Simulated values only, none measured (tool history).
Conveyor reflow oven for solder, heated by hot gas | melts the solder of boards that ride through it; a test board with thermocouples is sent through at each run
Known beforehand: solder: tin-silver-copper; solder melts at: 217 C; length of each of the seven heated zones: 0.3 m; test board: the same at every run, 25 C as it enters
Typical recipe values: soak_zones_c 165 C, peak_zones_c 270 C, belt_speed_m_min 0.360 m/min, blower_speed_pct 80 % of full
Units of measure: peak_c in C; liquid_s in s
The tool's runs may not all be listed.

run,hour,soak_zones_c,peak_zones_c,belt_speed_m_min,blower_speed_pct,peak_c,liquid_s
1,0.0,165,270,0.360,80,255.4,76.3
2,89.7,165,270,0.360,80,255.3,76.1
# hour 124.1: belt drive overhauled, speed set with a stopwatch
3,166.5,165,270,0.360,80,255.7,79.7
4,218.8,165,270,0.375,80,254.3,74.0
5,277.5,165,270,0.375,80,254.0,73.9
6,319.2,165,270,0.375,80,254.4,73.9
# hour 340.2: thermocouples of zones 6 and 7 changed
7,368.7,165,270,0.375,80,254.7,72.9
# hour 392.9: flux residue cleaned out of gas plates and filters
# hour 418.1: belt drive overhauled, speed set with a stopwatch, once more
8,431.1,165,270,0.360,80,254.3,72.9
9,513.2,161,279,0.360,80,262.1,77.5

Run 10 comes next. What will it give?
10,561.7,161,279,0.360,80,?,?

peak_c: 261.9 C
liquid_s: 76.9 s
If the tool had no hidden condition, the same run with the same run-to-run variation would have returned peak_c 261.5 C, liquid_s 76.5 s.
